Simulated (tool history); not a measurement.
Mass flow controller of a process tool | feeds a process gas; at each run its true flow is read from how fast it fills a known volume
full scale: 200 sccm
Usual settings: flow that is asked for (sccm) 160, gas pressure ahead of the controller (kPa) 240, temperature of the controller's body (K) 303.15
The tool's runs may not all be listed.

run,hour,flow that is asked for (sccm),gas pressure ahead of the controller (kPa),temperature of the controller's body (K),true flow (%)
1,0,160,240,303.15,97.88
2,47.1,160,219,303.15,97.92
3,99.3,160,240,307.15,97.56
4,196.6,160,240,296.15,98.62
5,255.4,160,207,303.15,98.02
6,303,30,207,303.15,95.09
7,348,30,207,299.15,95.44
8,437.4,20,240,303.15,94.08
9,521.1,165,240,303.15,97.94
10,581.7,160,161,303.15,97.94
11,625.4,160,161,303.15,97.93
12,673.6,160,161,303.15,97.87
13,731.3,160,240,303.15,97.74
14,827.2,160,240,303.15,97.84
15,891.4,160,240,303.15,97.65
16,936.4,160,240,299.15,98.26
17,976.5,160,240,299.15,98.2
18,1067.8,121,240,299.15,97.51
19,1158.8,121,240,299.15,97.43
20,1205.6,121,240,300.15,97.56
21,1250.9,121,240,300.15,97.29
22,1322.3,96,240,300.15,96.95
23,1365.1,160,240,303.15,97.57
24,1422.8,81,240,303.15,96.22
25,1512,42,240,303.15,94.97
26,1587,164,240,303.15,97.67

Run 27 comes next. What will it give?
# hour 1596: controller's zero set anew
27,1645.9,164,240,303.15,?

Run 27 gave true flow (%) 97.36.
Without the tool's hidden state the same run would have given true flow (%) 98.75.

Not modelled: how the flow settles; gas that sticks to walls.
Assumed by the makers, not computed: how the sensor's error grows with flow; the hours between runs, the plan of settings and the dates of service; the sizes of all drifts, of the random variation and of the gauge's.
